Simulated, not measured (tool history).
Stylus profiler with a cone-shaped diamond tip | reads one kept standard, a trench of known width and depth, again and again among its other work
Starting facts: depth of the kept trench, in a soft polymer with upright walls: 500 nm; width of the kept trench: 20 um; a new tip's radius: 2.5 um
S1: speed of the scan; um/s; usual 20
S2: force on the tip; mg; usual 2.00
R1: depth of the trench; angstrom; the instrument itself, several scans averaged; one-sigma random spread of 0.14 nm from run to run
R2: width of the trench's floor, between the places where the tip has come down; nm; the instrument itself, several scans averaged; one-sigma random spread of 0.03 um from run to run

run    hour  S1    S2      R1     R2
  1     0.0  20  2.00  5065.1  15570
  2   102.1  20  2.00  5064.5  15500
  3   190.9  20  2.00  5063.0  15430
  4   323.1  20  2.00  5064.3  15350
      457.9  -- new tip fitted, height scale calibrated
  5   463.3  20  2.00  5072.2  16820
  6   570.5  20  2.00  5069.9  16660
  7   709.6  20  2.00  5069.4  16420
  8   791.5  20  2.00  5068.2  16290
  9   890.9  20  2.00  5066.8  16230
 10   998.0  26  2.00  5067.0  16020
 11  1140.4  26  2.00  5065.6  15880
 12  1228.7  26  2.00  5066.4  15730
 13  1309.8  26  2.00  5060.9  15650
 14  1399.5  26  2.00  5063.0  15560
 15  1512.0  20  2.00  5062.9  15490
     1522.6  -- height scale calibrated on a step standard
 16  1627.6  20  1.24  5039.3  15340
 17  1689.2  26  1.37  5038.6  15190
     1740.7  -- new tip fitted, height scale calibrated
 18  1827.9   9  0.88  5039.1  16700
 19  1972.4  62  0.81  5039.8  15980
     2074.6  -- height scale calibrated on a step standard, once more
 20  2099.7  20  2.77  5093.0  16280
 21  2192.1  20  1.15  5050.7  16140
 22  2250.5  51  1.00  5044.7  15730
 23  2353.3  27  3.01  5093.7  15990
 24  2479.8  15  3.67  5107.8  15880
 25  2596.8  20  2.03  5067.9  15590
 26  2680.1  39  1.42  5054.8  15380
 27  2812.3   8  4.67  5119.6  15500
 28  2932.8   8  4.67  5121.1  15390
     3019.7  -- new tip fitted, height scale calibrated
 29  3060.0  39  0.80  5039.5  16530
 30  3170.5  27  2.27  5077.7  16580
 31  3309.7   9  4.21  5117.7  16480
 32  3422.2   9  4.21  5114.8  16380

5 ways to go on from here, each from the tool as it stands after run 32. What would each give?
  A  3540.1  62  2.56   ?   ?
  B  3540.1  18  3.91   ?   ?
  C  3540.1  20  3.82   ?   ?
  D  3540.1  16  1.61   ?   ?
  E  3540.1   6  1.26   ?   ?

run      R1     R2
  A  5079.0  15910
  B  5108.9  16220
  C  5107.2  16140
  D  5059.3  16160
  E  5049.6  16230
Take away the tool's hidden state, keep each run's random variation, and the runs would have read:
run      R1     R2
  A  5081.9  16650
  B  5111.8  16970
  C  5110.1  16880
  D  5062.2  16910
  E  5052.5  16970

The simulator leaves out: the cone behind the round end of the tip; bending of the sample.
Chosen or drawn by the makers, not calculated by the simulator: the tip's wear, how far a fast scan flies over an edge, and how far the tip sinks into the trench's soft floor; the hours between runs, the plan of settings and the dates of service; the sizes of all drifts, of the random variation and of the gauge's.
